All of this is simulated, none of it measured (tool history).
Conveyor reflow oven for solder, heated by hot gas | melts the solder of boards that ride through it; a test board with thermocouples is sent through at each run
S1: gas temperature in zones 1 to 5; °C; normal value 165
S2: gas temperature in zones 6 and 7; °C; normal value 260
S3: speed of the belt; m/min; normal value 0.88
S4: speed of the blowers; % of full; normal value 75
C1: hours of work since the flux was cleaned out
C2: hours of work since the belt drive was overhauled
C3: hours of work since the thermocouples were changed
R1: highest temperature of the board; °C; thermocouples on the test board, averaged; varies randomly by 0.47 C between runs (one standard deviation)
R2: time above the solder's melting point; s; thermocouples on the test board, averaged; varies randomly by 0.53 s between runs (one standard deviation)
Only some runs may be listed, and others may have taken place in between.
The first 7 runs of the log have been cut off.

run	hour	S1	S2	S3	S4	C1	C2	C3	R1	R2
8	194.6	165	260	0.88	70	121	457	216	239.9	29.6
9	227.9	165	260	0.88	70	138	473	233	239.1	31
10	261.8	165	260	0.88	70	155	491	250	240.5	30
11	296.6	165	260	1.055	70	172	508	268	233.1	18.3
12	319.4	165	260	1.055	70	184	520	279	233	18.9
# hour 347.8: flux residue cleaned out of gas plates and filters
13	347.8	165	260	0.722	75	0	531	291	246.4	44.3
14	380.4	165	260	0.722	75	16	548	307	246.7	44.8
15	412.5	165	260	0.722	75	33	564	324	246.6	44.4
16	442.1	165	260	0.722	75	48	579	339	246.2	45.4
17	464.6	170	252	0.956	87	59	590	350	233.9	23.8
18	502.4	165	252	0.88	58	78	609	369	230.4	20.3
19	523.8	165	260	0.88	60	89	620	380	237.8	27.8
20	554.4	163	260	0.88	60	104	635	395	237.2	27.1
21	586.6	179	255	0.868	66	120	652	411	238.1	32.8
22	618	165	254	0.704	75	136	668	427	242	42.8
23	641.8	165	271	1.026	75	148	680	439	243.7	27.5
24	676.3	169	257	0.913	63	166	697	457	235.5	26.4
25	702.7	165	260	0.717	75	179	710	470	246.8	44.9
# hour 739.4: flux residue cleaned out of gas plates and filters
26	740.2	165	260	0.814	75	0	727	486	243.3	37.3
27	762.8	165	260	0.944	60	12	738	498	235.1	22.5
28	802.3	152	273	0.944	65	32	758	518	243.3	27.8
29	832.1	152	273	0.944	65	47	773	533	243	27.2
30	865.5	165	260	0.88	68	64	790	550	239.8	29.6
31	904.8	165	260	0.88	68	83	810	569	239.7	30.5

Branching from run 31: 4 alternative next runs. What would each branch give?
A	935	165	260	0.957	68	99	825	585	?	?
B	935	163	266	0.88	53	99	825	585	?	?
C	935	167	250	0.88	68	99	825	585	?	?
D	935	160	265	0.88	67	99	825	585	?	?

run	R1	R2
A	236.7	23.8
B	239.6	29.1
C	231.9	22.7
D	242.4	30.1
What these runs would have given with no unlogged condition in the tool:
run	R1	R2
A	236.8	23.9
B	239.7	29.2
C	231.9	22.7
D	242.4	30.2
